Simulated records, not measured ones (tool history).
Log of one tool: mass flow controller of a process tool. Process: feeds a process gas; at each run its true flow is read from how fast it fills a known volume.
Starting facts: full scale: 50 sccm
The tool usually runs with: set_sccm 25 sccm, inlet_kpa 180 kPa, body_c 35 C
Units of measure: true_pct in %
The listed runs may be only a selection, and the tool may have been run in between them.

run 1 hour=0 | set_sccm=25 inlet_kpa=180 body_c=35 | true_pct=99.34
run 2 hour=143.7 | set_sccm=25 inlet_kpa=180 body_c=35 | true_pct=99.49
run 3 hour=452.1 | set_sccm=25 inlet_kpa=180 body_c=35 | true_pct=99.49
run 4 hour=592.8 | set_sccm=25 inlet_kpa=180 body_c=35 | true_pct=99.49
run 5 hour=911.1 | set_sccm=44 inlet_kpa=180 body_c=35 | true_pct=99.95
run 6 hour=1060.9 | set_sccm=44 inlet_kpa=180 body_c=35 | true_pct=99.95
run 7 hour=1336.9 | set_sccm=25 inlet_kpa=180 body_c=35 | true_pct=99.57
run 8 hour=1565 | set_sccm=25 inlet_kpa=180 body_c=35 | true_pct=99.42
run 9 hour=1873 | set_sccm=33 inlet_kpa=180 body_c=35 | true_pct=99.58
-- hour=1889.7 controller's zero set anew
run 10 hour=2173.8 | set_sccm=33 inlet_kpa=180 body_c=35 | true_pct=99.61
run 11 hour=2412.5 | set_sccm=33 inlet_kpa=157 body_c=35 | true_pct=99.56
run 12 hour=2660.3 | set_sccm=18 inlet_kpa=162 body_c=33 | true_pct=99.17
run 13 hour=2925.7 | set_sccm=18 inlet_kpa=162 body_c=33 | true_pct=99.03
-- hour=3126.5 controller's zero set anew, once more
run 14 hour=3204.3 | set_sccm=18 inlet_kpa=168 body_c=35 | true_pct=99.86
run 15 hour=3485.2 | set_sccm=17 inlet_kpa=179 body_c=31 | true_pct=99.84
run 16 hour=3816.8 | set_sccm=13 inlet_kpa=179 body_c=31 | true_pct=99.59
run 17 hour=4122.4 | set_sccm=7 inlet_kpa=173 body_c=32 | true_pct=99.35
run 18 hour=4431.2 | set_sccm=17 inlet_kpa=173 body_c=24 | true_pct=100.12
run 19 hour=4719 | set_sccm=8 inlet_kpa=173 body_c=22 | true_pct=99.89
run 20 hour=4967.4 | set_sccm=25 inlet_kpa=250 body_c=35 | true_pct=99.61
run 21 hour=5210.8 | set_sccm=25 inlet_kpa=142 body_c=40 | true_pct=99.73

Run 22 has not been measured yet. What should we expect?
run 22 hour=5557.5 | set_sccm=15 inlet_kpa=180 body_c=28 | true_pct=?

true_pct: 99.78 %
The same run, on a tool lacking any hidden state, would have yielded true_pct 99.38 %.
